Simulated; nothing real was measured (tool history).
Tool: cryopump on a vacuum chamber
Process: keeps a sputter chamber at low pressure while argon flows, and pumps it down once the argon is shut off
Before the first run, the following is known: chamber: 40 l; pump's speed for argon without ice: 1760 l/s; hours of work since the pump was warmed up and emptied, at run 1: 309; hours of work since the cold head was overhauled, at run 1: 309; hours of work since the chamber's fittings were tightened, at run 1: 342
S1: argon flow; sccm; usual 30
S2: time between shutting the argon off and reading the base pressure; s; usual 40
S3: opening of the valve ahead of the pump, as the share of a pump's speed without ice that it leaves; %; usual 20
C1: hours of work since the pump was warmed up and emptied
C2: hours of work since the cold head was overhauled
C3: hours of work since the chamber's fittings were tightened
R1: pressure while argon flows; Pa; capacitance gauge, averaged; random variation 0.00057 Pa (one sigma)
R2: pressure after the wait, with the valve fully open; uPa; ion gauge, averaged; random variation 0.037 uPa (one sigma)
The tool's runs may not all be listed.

run	hour	S1	S2	S3	C1	C2	C3	R1	R2
1	0.0	30	40	20	309	309	342	0.1473	2.34
2	11.8	30	40	20	315	315	349	0.1479	2.32
3	25.1	30	40	20	323	323	356	0.1478	2.31
4	41.9	30	40	20	333	333	366	0.1492	2.32
5	59.8	30	40	20	343	343	376	0.1481	2.29
6	77.2	30	40	20	353	353	386	0.1494	2.33
7	91.2	30	40	20	361	361	394	0.1482	2.31
8	109.6	30	40	20	371	371	405	0.1487	2.36
9	122.1	30	40	20	378	378	412	0.1481	2.40
10	135.6	30	40	20	386	386	419	0.1490	2.31
11	155.8	30	74	20	398	398	431	0.1493	1.48
12	172.4	30	74	20	407	407	440	0.1491	1.44
13	195.1	30	74	20	420	420	453	0.1494	1.49
14	217.7	30	40	50	433	433	466	0.0644	2.36
15	236.9	30	40	50	444	444	477	0.0637	2.34
16	262.3	30	37	20	458	458	492	0.1509	2.51
17	273.3	30	37	20	465	465	498	0.1500	2.56
18	286.7	30	40	30	472	472	506	0.1039	2.38
19	306.9	16	112	37	484	484	517	0.0456	1.21
20	329.6	16	112	37	497	497	530	0.0450	1.23
21	345.2	28	105	36	506	506	539	0.0808	1.30
22	359.9	30	105	56	514	514	547	0.0590	1.26
23	377.2	14	154	56	524	524	557	0.0272	1.07
24	396.1	45	154	56	535	535	568	0.0881	1.03
25	410.3	46	40	31	543	543	576	0.1536	2.47
26	425.0	46	40	31	551	551	584	0.1544	2.43
27	438.7	36	70	45	559	559	592	0.0856	1.62
28	462.3	36	89	24	573	573	606	0.1539	1.43
29	481.2	17	28	32	583	583	617	0.0556	3.32
30	501.7	30	40	28	595	595	628	0.1110	2.56
31	524.3	30	160	34	608	608	641	0.0930	1.06
32	547.9	14	37	21	621	621	655	0.0679	2.70
33	567.9	14	37	19	633	633	666	0.0735	2.71
34	581.1	14	37	19	640	640	674	0.0750	2.70
35	599.3	18	40	47	651	651	684	0.0415	2.57

What would each run have given without the hidden state, its run-to-run variation left as it was?
Hidden state present: pump's speed, % of a pump's without ice; cold plate's temperature, K; leak into the chamber, uPa l/s; drift of the gauge itself on working_pa, %; drift of the gauge itself on base_upa, %.
run	R1	R2
1	0.1433	2.11
2	0.1438	2.09
3	0.1437	2.07
4	0.1448	2.07
5	0.1436	2.05
6	0.1448	2.07
7	0.1435	2.05
8	0.1439	2.09
9	0.1431	2.12
10	0.1439	2.04
11	0.1441	1.19
12	0.1438	1.15
13	0.1439	1.19
14	0.0586	2.06
15	0.0578	2.02
16	0.1447	2.18
17	0.1438	2.22
18	0.0975	2.04
19	0.0422	0.85
20	0.0414	0.86
21	0.0744	0.93
22	0.0521	0.88
23	0.0239	0.68
24	0.0771	0.64
25	0.1422	2.07
26	0.1428	2.03
27	0.0764	1.22
28	0.1444	1.00
29	0.0510	2.89
30	0.1027	2.11
31	0.0846	0.61
32	0.0639	2.24
33	0.0694	2.23
34	0.0708	2.22
35	0.0360	2.08
